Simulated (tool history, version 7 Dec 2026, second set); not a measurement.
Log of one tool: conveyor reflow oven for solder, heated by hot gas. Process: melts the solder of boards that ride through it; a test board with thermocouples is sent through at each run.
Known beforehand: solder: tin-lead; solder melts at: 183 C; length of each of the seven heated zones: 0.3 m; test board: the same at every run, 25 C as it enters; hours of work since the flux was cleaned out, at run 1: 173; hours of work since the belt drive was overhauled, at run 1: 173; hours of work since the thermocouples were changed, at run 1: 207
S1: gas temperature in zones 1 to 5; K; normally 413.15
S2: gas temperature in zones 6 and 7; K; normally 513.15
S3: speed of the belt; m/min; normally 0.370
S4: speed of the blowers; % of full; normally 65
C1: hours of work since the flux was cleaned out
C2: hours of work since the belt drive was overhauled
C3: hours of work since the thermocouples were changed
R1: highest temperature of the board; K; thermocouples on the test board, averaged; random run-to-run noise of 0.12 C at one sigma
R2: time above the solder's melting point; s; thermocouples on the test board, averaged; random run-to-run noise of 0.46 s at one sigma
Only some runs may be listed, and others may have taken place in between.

run 1 hour=0.0 | S1=413.15 S2=513.15 S3=0.370 S4=65 | C1=173 C2=173 C3=207 | R1=497.25 R2=80.9
run 2 hour=5.6 | S1=411.15 S2=513.15 S3=0.370 S4=65 | C1=177 C2=177 C3=211 | R1=496.95 R2=79.6
run 3 hour=14.1 | S1=411.15 S2=513.15 S3=0.370 S4=65 | C1=182 C2=182 C3=216 | R1=497.05 R2=79.1
run 4 hour=19.3 | S1=413.15 S2=513.15 S3=0.370 S4=60 | C1=186 C2=186 C3=220 | R1=495.85 R2=79.3
-- hour=26.8 flux residue cleaned out of gas plates and filters
run 5 hour=34.8 | S1=413.15 S2=513.15 S3=0.370 S4=65 | C1=5 C2=193 C3=227 | R1=497.95 R2=81.5
run 6 hour=43.2 | S1=413.15 S2=513.15 S3=0.370 S4=65 | C1=11 C2=198 C3=233 | R1=498.05 R2=80.6
run 7 hour=55.7 | S1=413.15 S2=513.15 S3=0.370 S4=65 | C1=19 C2=207 C3=241 | R1=497.75 R2=81.8
run 8 hour=66.7 | S1=413.15 S2=513.15 S3=0.370 S4=65 | C1=27 C2=214 C3=248 | R1=498.05 R2=81.1
run 9 hour=72.4 | S1=413.15 S2=513.15 S3=0.370 S4=65 | C1=31 C2=218 C3=252 | R1=497.95 R2=82.0
run 10 hour=79.6 | S1=410.15 S2=513.15 S3=0.370 S4=65 | C1=35 C2=223 C3=257 | R1=497.75 R2=79.5
run 11 hour=86.4 | S1=413.15 S2=513.15 S3=0.370 S4=65 | C1=40 C2=228 C3=262 | R1=497.95 R2=81.1
run 12 hour=92.4 | S1=414.15 S2=518.15 S3=0.384 S4=72 | C1=44 C2=231 C3=266 | R1=503.25 R2=81.8
run 13 hour=98.0 | S1=413.15 S2=512.15 S3=0.372 S4=65 | C1=48 C2=235 C3=269 | R1=496.95 R2=79.4
run 14 hour=104.8 | S1=413.15 S2=513.15 S3=0.373 S4=72 | C1=52 C2=240 C3=274 | R1=499.45 R2=82.4
run 15 hour=117.2 | S1=403.15 S2=513.15 S3=0.403 S4=79 | C1=61 C2=248 C3=282 | R1=497.25 R2=70.1
run 16 hour=125.6 | S1=413.15 S2=513.15 S3=0.370 S4=87 | C1=66 C2=254 C3=288 | R1=502.35 R2=84.8
run 17 hour=136.5 | S1=408.15 S2=515.15 S3=0.381 S4=74 | C1=74 C2=261 C3=295 | R1=500.15 R2=78.5
run 18 hour=145.5 | S1=414.15 S2=525.15 S3=0.415 S4=53 | C1=80 C2=267 C3=301 | R1=500.55 R2=74.6
run 19 hour=156.8 | S1=407.15 S2=502.15 S3=0.415 S4=53 | C1=87 C2=275 C3=309 | R1=479.65 R2=50.4
run 20 hour=163.5 | S1=407.15 S2=502.15 S3=0.415 S4=53 | C1=92 C2=279 C3=313 | R1=479.55 R2=50.4
run 21 hour=174.1 | S1=428.15 S2=513.15 S3=0.370 S4=65 | C1=99 C2=286 C3=320 | R1=500.35 R2=90.4

Here are 4 independent what-if runs from the current tool condition. What would each one return?
run A hour=183.7 | S1=428.15 S2=502.15 S3=0.370 S4=65 | C1=105 C2=293 C3=327 | R1=? R2=?
run B hour=183.7 | S1=413.15 S2=516.15 S3=0.370 S4=65 | C1=105 C2=293 C3=327 | R1=? R2=?
run C hour=183.7 | S1=421.15 S2=513.15 S3=0.370 S4=65 | C1=105 C2=293 C3=327 | R1=? R2=?
run D hour=183.7 | S1=420.15 S2=513.15 S3=0.370 S4=65 | C1=105 C2=293 C3=327 | R1=? R2=?

run=A R1=490.55 R2=84.2
run=B R1=500.55 R2=82.9
run=C R1=499.15 R2=86.3
run=D R1=498.95 R2=85.8
Had the tool no hidden state, the same runs would have come out as:
run=A R1=490.55 R2=83.7
run=B R1=500.65 R2=82.4
run=C R1=499.25 R2=85.7
run=D R1=498.95 R2=85.2
